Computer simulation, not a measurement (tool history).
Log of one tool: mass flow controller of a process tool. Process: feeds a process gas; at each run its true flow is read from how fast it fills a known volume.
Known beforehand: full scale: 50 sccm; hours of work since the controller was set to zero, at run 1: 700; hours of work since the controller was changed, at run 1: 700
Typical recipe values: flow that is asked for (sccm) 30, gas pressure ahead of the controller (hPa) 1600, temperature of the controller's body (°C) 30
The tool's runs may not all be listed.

run    hour  flow that is asked for (sccm)  gas pressure ahead of the controller (hPa)  temperature of the controller's body (°C)  hours of work since the controller was set to zero  hours of work since the controller was changed  true flow (%)
  1       0                             30                                        1600                                         30                                                 700                                             700          98.98
  2   121.4                             30                                        1600                                         25                                                 753                                             753          98.31
  3   231.8                             30                                        1600                                         25                                                 801                                             801          98.27
  4   337.2                             30                                        2720                                         30                                                 847                                             847          98.54
  5   413.1                             30                                        2720                                         30                                                 880                                             880          98.53
  6   512.2                             15                                        1600                                         30                                                 923                                             923          97.57
  7   607.6                             15                                        1600                                         30                                                 965                                             965          97.55
  8   726.7                             30                                        1560                                         30                                                1016                                            1016          98.69
  9   802.5                             24                                        2170                                         37                                                1049                                            1049           98.8
 10     907                             14                                        1600                                         23                                                1095                                            1095          96.56
 11   981.3                              7                                        2750                                         38                                                1127                                            1127          96.83
 12  1068.9                              8                                        1460                                         23                                                1165                                            1165          95.79
 13    1133                              6                                        2550                                         23                                                1193                                            1193          94.91
 14  1267.3                              6                                        2550                                         23                                                1252                                            1252          94.76
 15  1399.2                              6                                        2550                                         23                                                1309                                            1309          94.63

Consider 5 possible next runs. They are alternatives, not a sequence: every one starts from the tool as it was left by run 15. What does each give?
  A  1495.7                              6                                        2550                                         27                                                1351                                            1351              ?
  B  1495.7                             32                                        2510                                         23                                                1351                                            1351              ?
  C  1495.7                              6                                        2550                                         22                                                1351                                            1351              ?
  D  1495.7                             30                                        2750                                         22                                                1351                                            1351              ?
  E  1495.7                             13                                        2570                                         35                                                1351                                            1351              ?

run  true flow (%)
  A          95.08
  B          97.68
  C          94.58
  D          97.41
  E           97.4
Take away the tool's hidden state, keep each run's random variation, and the runs would have read:
run  true flow (%)
  A          97.45
  B          98.55
  C          96.95
  D           98.3
  E          98.77
